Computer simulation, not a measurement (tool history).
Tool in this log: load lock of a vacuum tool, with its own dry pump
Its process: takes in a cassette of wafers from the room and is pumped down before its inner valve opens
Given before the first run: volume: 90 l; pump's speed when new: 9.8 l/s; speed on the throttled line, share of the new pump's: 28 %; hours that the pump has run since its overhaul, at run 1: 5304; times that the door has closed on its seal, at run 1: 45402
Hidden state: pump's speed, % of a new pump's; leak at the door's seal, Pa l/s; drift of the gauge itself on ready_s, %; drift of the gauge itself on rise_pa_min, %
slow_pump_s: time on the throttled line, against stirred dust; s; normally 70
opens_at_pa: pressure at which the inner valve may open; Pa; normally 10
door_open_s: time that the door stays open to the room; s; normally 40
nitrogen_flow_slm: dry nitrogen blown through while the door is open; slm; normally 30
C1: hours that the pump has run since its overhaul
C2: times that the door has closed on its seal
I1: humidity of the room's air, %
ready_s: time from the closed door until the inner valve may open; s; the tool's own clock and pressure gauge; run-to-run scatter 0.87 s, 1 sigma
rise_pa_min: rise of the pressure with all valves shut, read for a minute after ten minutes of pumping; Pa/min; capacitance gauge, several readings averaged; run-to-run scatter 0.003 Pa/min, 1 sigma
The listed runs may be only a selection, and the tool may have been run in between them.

{"run": 1, "hour": 0.0, "slow_pump_s": 70, "opens_at_pa": 10, "door_open_s": 40, "nitrogen_flow_slm": 30, "C1": 5304, "C2": 45402, "I1": 46.7, "ready_s": 142.7, "rise_pa_min": 0.155}
{"run": 2, "hour": 467.4, "slow_pump_s": 70, "opens_at_pa": 9, "door_open_s": 40, "nitrogen_flow_slm": 30, "C1": 5771, "C2": 47175, "I1": 44.6, "ready_s": 143.2, "rise_pa_min": 0.169}
{"run": 3, "hour": 818.3, "slow_pump_s": 70, "opens_at_pa": 9, "door_open_s": 40, "nitrogen_flow_slm": 30, "C1": 6122, "C2": 48505, "I1": 47.8, "ready_s": 143.4, "rise_pa_min": 0.176}
{"run": 4, "hour": 1085.9, "slow_pump_s": 70, "opens_at_pa": 10, "door_open_s": 40, "nitrogen_flow_slm": 30, "C1": 6390, "C2": 49520, "I1": 44.9, "ready_s": 143.2, "rise_pa_min": 0.184}
{"run": 5, "hour": 1478.7, "slow_pump_s": 70, "opens_at_pa": 10, "door_open_s": 72, "nitrogen_flow_slm": 30, "C1": 6783, "C2": 51010, "I1": 41.7, "ready_s": 142.9, "rise_pa_min": 0.195}
{"run": 6, "hour": 1714.6, "slow_pump_s": 70, "opens_at_pa": 10, "door_open_s": 72, "nitrogen_flow_slm": 5, "C1": 7019, "C2": 51904, "I1": 43.9, "ready_s": 144.2, "rise_pa_min": 0.217}
{"run": 7, "hour": 1904.5, "slow_pump_s": 70, "opens_at_pa": 10, "door_open_s": 72, "nitrogen_flow_slm": 5, "C1": 7209, "C2": 52625, "I1": 49.2, "ready_s": 143.8, "rise_pa_min": 0.23}
{"run": 8, "hour": 2145.7, "slow_pump_s": 70, "opens_at_pa": 8, "door_open_s": 40, "nitrogen_flow_slm": 30, "C1": 7450, "C2": 53540, "I1": 46.3, "ready_s": 144.4, "rise_pa_min": 0.201}
{"run": 9, "hour": 2449.8, "slow_pump_s": 70, "opens_at_pa": 8, "door_open_s": 40, "nitrogen_flow_slm": 30, "C1": 7754, "C2": 54693, "I1": 46.6, "ready_s": 146.2, "rise_pa_min": 0.209}
{"run": 10, "hour": 2808.9, "slow_pump_s": 70, "opens_at_pa": 8, "door_open_s": 40, "nitrogen_flow_slm": 30, "C1": 8113, "C2": 56055, "I1": 47.4, "ready_s": 147.7, "rise_pa_min": 0.215}
{"run": 11, "hour": 3258.3, "slow_pump_s": 70, "opens_at_pa": 8, "door_open_s": 40, "nitrogen_flow_slm": 30, "C1": 8562, "C2": 57759, "I1": 42.1, "ready_s": 148.1, "rise_pa_min": 0.22}
{"run": 12, "hour": 3662.8, "slow_pump_s": 70, "opens_at_pa": 10, "door_open_s": 40, "nitrogen_flow_slm": 30, "C1": 8967, "C2": 59293, "I1": 44.9, "ready_s": 145.0, "rise_pa_min": 0.238}
{"run": 13, "hour": 4088.0, "slow_pump_s": 70, "opens_at_pa": 10, "door_open_s": 40, "nitrogen_flow_slm": 30, "C1": 9392, "C2": 60906, "I1": 46.3, "ready_s": 145.3, "rise_pa_min": 0.247}
{"run": 14, "hour": 4308.9, "slow_pump_s": 70, "opens_at_pa": 10, "door_open_s": 40, "nitrogen_flow_slm": 30, "C1": 9613, "C2": 61744, "I1": 42.7, "ready_s": 147.2, "rise_pa_min": 0.25}
{"run": 15, "hour": 4546.4, "slow_pump_s": 70, "opens_at_pa": 10, "door_open_s": 40, "nitrogen_flow_slm": 30, "C1": 9850, "C2": 62644, "I1": 46.1, "ready_s": 145.9, "rise_pa_min": 0.247}
{"run": 16, "hour": 5003.8, "slow_pump_s": 70, "opens_at_pa": 10, "door_open_s": 40, "nitrogen_flow_slm": 30, "C1": 10308, "C2": 64379, "I1": 43.0, "ready_s": 147.8, "rise_pa_min": 0.26}
{"run": 17, "hour": 5436.0, "slow_pump_s": 70, "opens_at_pa": 10, "door_open_s": 40, "nitrogen_flow_slm": 30, "C1": 10740, "C2": 66018, "I1": 43.7, "ready_s": 146.6, "rise_pa_min": 0.27}
{"run": 18, "hour": 5654.3, "slow_pump_s": 70, "opens_at_pa": 10, "door_open_s": 40, "nitrogen_flow_slm": 30, "C1": 10958, "C2": 66846, "I1": 43.9, "ready_s": 146.7, "rise_pa_min": 0.288}
{"run": 19, "hour": 6074.3, "slow_pump_s": 70, "opens_at_pa": 10, "door_open_s": 40, "nitrogen_flow_slm": 30, "C1": 11378, "C2": 68439, "I1": 38.9, "ready_s": 145.9, "rise_pa_min": 0.28}
{"run": 20, "hour": 6486.8, "slow_pump_s": 70, "opens_at_pa": 10, "door_open_s": 40, "nitrogen_flow_slm": 30, "C1": 11791, "C2": 70003, "I1": 42.6, "ready_s": 148.5, "rise_pa_min": 0.292}
{"hour": 6857.3, "done": "door's seal changed, seat wiped"}
{"run": 21, "hour": 6956.8, "slow_pump_s": 70, "opens_at_pa": 10, "door_open_s": 40, "nitrogen_flow_slm": 30, "C1": 12259, "C2": 377, "I1": 43.8, "ready_s": 148.7, "rise_pa_min": 0.025}
{"run": 22, "hour": 7145.7, "slow_pump_s": 60, "opens_at_pa": 9, "door_open_s": 26, "nitrogen_flow_slm": 11, "C1": 12448, "C2": 1094, "I1": 45.8, "ready_s": 142.2, "rise_pa_min": 0.034}
{"run": 23, "hour": 7555.3, "slow_pump_s": 70, "opens_at_pa": 19, "door_open_s": 147, "nitrogen_flow_slm": 30, "C1": 12858, "C2": 2647, "I1": 47.0, "ready_s": 140.6, "rise_pa_min": 0.055}
{"run": 24, "hour": 7798.7, "slow_pump_s": 43, "opens_at_pa": 19, "door_open_s": 68, "nitrogen_flow_slm": 30, "C1": 13101, "C2": 3570, "I1": 42.1, "ready_s": 123.5, "rise_pa_min": 0.033}
{"run": 25, "hour": 8187.5, "slow_pump_s": 48, "opens_at_pa": 10, "door_open_s": 26, "nitrogen_flow_slm": 23, "C1": 13490, "C2": 5045, "I1": 45.4, "ready_s": 134.0, "rise_pa_min": 0.022}
{"run": 26, "hour": 8506.4, "slow_pump_s": 102, "opens_at_pa": 10, "door_open_s": 38, "nitrogen_flow_slm": 30, "C1": 13809, "C2": 6254, "I1": 46.8, "ready_s": 172.9, "rise_pa_min": 0.03}
{"run": 27, "hour": 8956.8, "slow_pump_s": 105, "opens_at_pa": 10, "door_open_s": 40, "nitrogen_flow_slm": 9, "C1": 14259, "C2": 7962, "I1": 47.0, "ready_s": 173.3, "rise_pa_min": 0.057}
{"run": 28, "hour": 9380.7, "slow_pump_s": 109, "opens_at_pa": 10, "door_open_s": 150, "nitrogen_flow_slm": 10, "C1": 14683, "C2": 9570, "I1": 44.1, "ready_s": 176.6, "rise_pa_min": 0.075}
{"run": 29, "hour": 9843.4, "slow_pump_s": 49, "opens_at_pa": 10, "door_open_s": 201, "nitrogen_flow_slm": 30, "C1": 15146, "C2": 11325, "I1": 44.7, "ready_s": 138.4, "rise_pa_min": 0.071}
{"hour": 9913.7, "done": "dry pump taken out, an overhauled one fitted"}
{"run": 30, "hour": 10143.5, "slow_pump_s": 87, "opens_at_pa": 10, "door_open_s": 201, "nitrogen_flow_slm": 30, "C1": 230, "C2": 12440, "I1": 43.7, "ready_s": 150.9, "rise_pa_min": 0.071}
{"run": 31, "hour": 10380.2, "slow_pump_s": 70, "opens_at_pa": 10, "door_open_s": 55, "nitrogen_flow_slm": 40, "C1": 466, "C2": 13338, "I1": 48.3, "ready_s": 137.7, "rise_pa_min": 0.045}
{"run": 32, "hour": 10665.6, "slow_pump_s": 98, "opens_at_pa": 14, "door_open_s": 35, "nitrogen_flow_slm": 20, "C1": 752, "C2": 14421, "I1": 45.5, "ready_s": 155.8, "rise_pa_min": 0.054}
{"run": 33, "hour": 11071.4, "slow_pump_s": 98, "opens_at_pa": 14, "door_open_s": 35, "nitrogen_flow_slm": 20, "C1": 1158, "C2": 15959, "I1": 49.9, "ready_s": 157.6, "rise_pa_min": 0.052}
{"run": 34, "hour": 11523.4, "slow_pump_s": 113, "opens_at_pa": 13, "door_open_s": 40, "nitrogen_flow_slm": 30, "C1": 1610, "C2": 17674, "I1": 43.8, "ready_s": 168.3, "rise_pa_min": 0.055}
{"run": 35, "hour": 11756.6, "slow_pump_s": 70, "opens_at_pa": 12, "door_open_s": 40, "nitrogen_flow_slm": 30, "C1": 1843, "C2": 18558, "I1": 45.4, "ready_s": 138.4, "rise_pa_min": 0.061}
{"run": 36, "hour": 12021.1, "slow_pump_s": 70, "opens_at_pa": 13, "door_open_s": 61, "nitrogen_flow_slm": 5, "C1": 2107, "C2": 19562, "I1": 47.5, "ready_s": 137.4, "rise_pa_min": 0.089}
{"run": 37, "hour": 12395.7, "slow_pump_s": 76, "opens_at_pa": 18, "door_open_s": 27, "nitrogen_flow_slm": 11, "C1": 2482, "C2": 20982, "I1": 44.6, "ready_s": 137.8, "rise_pa_min": 0.071}

Each row is a separate what-if for the run after 37, all from the same tool condition, not one after another. Results?
{"run": "A", "hour": 12679.1, "slow_pump_s": 63, "opens_at_pa": 15, "door_open_s": 26, "nitrogen_flow_slm": 11, "C1": 2765, "C2": 22057, "I1": 45.1, "ready_s": "?", "rise_pa_min": "?"}
{"run": "B", "hour": 12679.1, "slow_pump_s": 74, "opens_at_pa": 10, "door_open_s": 40, "nitrogen_flow_slm": 5, "C1": 2765, "C2": 22057, "I1": 45.1, "ready_s": "?", "rise_pa_min": "?"}
{"run": "C", "hour": 12679.1, "slow_pump_s": 76, "opens_at_pa": 18, "door_open_s": 71, "nitrogen_flow_slm": 9, "C1": 2765, "C2": 22057, "I1": 43.8, "ready_s": "?", "rise_pa_min": "?"}

run=A ready_s=130.7 rise_pa_min=0.075
run=B ready_s=142.3 rise_pa_min=0.085
run=C ready_s=137.9 rise_pa_min=0.090
What these runs would have given with no unlogged condition in the tool:
run=A ready_s=126.7 rise_pa_min=0.033
run=B ready_s=138.4 rise_pa_min=0.044
run=C ready_s=134.4 rise_pa_min=0.048

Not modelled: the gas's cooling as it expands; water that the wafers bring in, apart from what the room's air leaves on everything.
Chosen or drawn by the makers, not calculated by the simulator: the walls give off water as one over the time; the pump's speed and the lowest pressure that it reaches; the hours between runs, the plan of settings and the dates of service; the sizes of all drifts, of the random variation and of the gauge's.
